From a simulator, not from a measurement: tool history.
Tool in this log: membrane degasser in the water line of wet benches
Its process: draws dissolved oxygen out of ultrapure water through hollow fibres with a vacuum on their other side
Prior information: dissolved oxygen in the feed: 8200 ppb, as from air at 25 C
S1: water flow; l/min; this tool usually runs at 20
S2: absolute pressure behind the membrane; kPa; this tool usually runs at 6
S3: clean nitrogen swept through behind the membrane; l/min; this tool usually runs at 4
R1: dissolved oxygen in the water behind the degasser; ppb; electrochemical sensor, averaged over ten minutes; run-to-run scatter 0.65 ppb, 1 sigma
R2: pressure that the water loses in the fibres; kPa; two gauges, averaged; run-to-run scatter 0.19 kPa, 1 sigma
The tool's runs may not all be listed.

run 1 day=0 | S1=20 S2=6 S3=4 | R1=58.7 R2=36.4
run 2 day=4.646 | S1=20 S2=6 S3=4 | R1=58.8 R2=36.4
run 3 day=14.104 | S1=20 S2=6 S3=4 | R1=58.2 R2=36.58
run 4 day=21.296 | S1=20 S2=6 S3=4 | R1=58.1 R2=36.17
run 5 day=25.8 | S1=20 S2=6 S3=4 | R1=58.6 R2=35.7
run 6 day=32.642 | S1=20 S2=3.89 S3=4 | R1=32.8 R2=36.02
-- day=35.062 seals of the vacuum lines changed
run 7 day=40.646 | S1=18 S2=6 S3=4 | R1=48 R2=32.21
run 8 day=50.004 | S1=18 S2=6 S3=4 | R1=48.3 R2=32.72
run 9 day=58.796 | S1=18 S2=6 S3=4 | R1=49 R2=32.64
run 10 day=65.988 | S1=15 S2=6 S3=4 | R1=35.4 R2=27.43
run 11 day=75.521 | S1=20 S2=6 S3=4 | R1=58.9 R2=35.97
run 12 day=82.071 | S1=26 S2=6 S3=4 | R1=93 R2=46.98
run 13 day=87.821 | S1=20 S2=6 S3=3.43 | R1=63.4 R2=36.23
run 14 day=97.512 | S1=20 S2=6 S3=3.43 | R1=63.2 R2=35.97
run 15 day=105.846 | S1=20 S2=6 S3=3.43 | R1=64.2 R2=36.23
run 16 day=110.642 | S1=20 S2=6 S3=4 | R1=59.2 R2=35.87
run 17 day=117.217 | S1=20 S2=4.13 S3=4 | R1=35.6 R2=36.07
run 18 day=122.071 | S1=20 S2=4.13 S3=4 | R1=35.2 R2=35.66
run 19 day=131.025 | S1=20 S2=4.13 S3=4 | R1=35.7 R2=35.72
run 20 day=141.654 | S1=16 S2=4.13 S3=4 | R1=21.6 R2=28.67
run 21 day=150.796 | S1=21 S2=9.89 S3=1.98 | R1=193.4 R2=37.19
run 22 day=157.15 | S1=21 S2=9.89 S3=1.98 | R1=188.9 R2=37.3
run 23 day=161.671 | S1=16 S2=11.61 S3=2.22 | R1=155.3 R2=28.56
run 24 day=167.504 | S1=16 S2=11.61 S3=2.22 | R1=156.4 R2=28.7
run 25 day=178.183 | S1=17 S2=6 S3=4 | R1=43.8 R2=30.11
run 26 day=183.854 | S1=17 S2=6 S3=4 | R1=43.1 R2=29.82

Run 27 is up next; what results do you expect?
run 27 day=192.358 | S1=17 S2=6 S3=4.47 | R1=? R2=?

R1: 40.7 ppb
R2: 30.26 kPa
Had the tool carried no hidden state, the very same run would have given R1 40.6 ppb, R2 31.07 kPa.

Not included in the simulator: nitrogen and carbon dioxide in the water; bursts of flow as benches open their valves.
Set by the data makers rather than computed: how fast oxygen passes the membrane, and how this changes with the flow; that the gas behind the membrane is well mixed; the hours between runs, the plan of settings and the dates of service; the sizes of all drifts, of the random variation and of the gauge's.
